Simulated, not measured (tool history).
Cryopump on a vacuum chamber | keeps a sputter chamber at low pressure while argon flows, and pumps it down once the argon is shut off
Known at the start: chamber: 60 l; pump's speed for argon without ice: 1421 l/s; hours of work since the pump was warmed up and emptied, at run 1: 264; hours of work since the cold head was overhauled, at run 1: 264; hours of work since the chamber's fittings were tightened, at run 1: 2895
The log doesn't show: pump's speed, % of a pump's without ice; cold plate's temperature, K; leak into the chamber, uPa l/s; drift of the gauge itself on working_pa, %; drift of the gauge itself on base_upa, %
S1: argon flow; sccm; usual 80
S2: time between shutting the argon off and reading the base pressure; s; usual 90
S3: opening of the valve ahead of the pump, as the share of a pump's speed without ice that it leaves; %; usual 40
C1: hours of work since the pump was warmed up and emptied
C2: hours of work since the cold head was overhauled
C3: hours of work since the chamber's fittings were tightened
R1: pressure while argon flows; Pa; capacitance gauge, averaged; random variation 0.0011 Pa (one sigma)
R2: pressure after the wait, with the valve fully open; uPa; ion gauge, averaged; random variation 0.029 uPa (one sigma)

| run | hour | S1 | S2 | S3 | C1 | C2 | C3 | R1 | R2 |
|---|---|---|---|---|---|---|---|---|---|
| 1 | 0.0 | 80 | 90 | 40 | 264 | 264 | 2895 | 0.2452 | 2.96 |
| 2 | 25.7 | 80 | 90 | 24 | 281 | 281 | 2912 | 0.4056 | 2.88 |
| 3 | 63.6 | 80 | 90 | 24 | 306 | 306 | 2937 | 0.4079 | 2.91 |
| 4 | 113.9 | 80 | 90 | 24 | 339 | 339 | 2970 | 0.4084 | 2.86 |
| 5 | 142.6 | 80 | 90 | 24 | 358 | 358 | 2989 | 0.4072 | 2.99 |
| 6 | 174.2 | 57 | 90 | 24 | 379 | 379 | 3010 | 0.2894 | 3.07 |
| 7 | 228.6 | 57 | 90 | 24 | 415 | 415 | 3045 | 0.2908 | 2.99 |
| 8 | 278.2 | 57 | 90 | 24 | 447 | 447 | 3078 | 0.2924 | 3.04 |
| 9 | 317.6 | 57 | 90 | 24 | 473 | 473 | 3104 | 0.2939 | 3.10 |
| 10 | 344.5 | 57 | 90 | 24 | 491 | 491 | 3122 | 0.2953 | 3.08 |
| 11 | 398.3 | 53 | 35 | 18 | 526 | 526 | 3157 | 0.3640 | 4.99 |

Hidden state or all else? Some run-to-run changes of R1, split into what the settings, what came in and random variation would give without the hidden state, and what is left for the hidden state (with any gauge scatter that isn't in both results):
Run 1 -> 2: S3 40 -> 24. R1 +0.1604 Pa: hidden state +0.0006, all else +0.1598.
Run 5 -> 6: S1 80 -> 57. R1 -0.1178 Pa: hidden state -0.0029, all else -0.1149.

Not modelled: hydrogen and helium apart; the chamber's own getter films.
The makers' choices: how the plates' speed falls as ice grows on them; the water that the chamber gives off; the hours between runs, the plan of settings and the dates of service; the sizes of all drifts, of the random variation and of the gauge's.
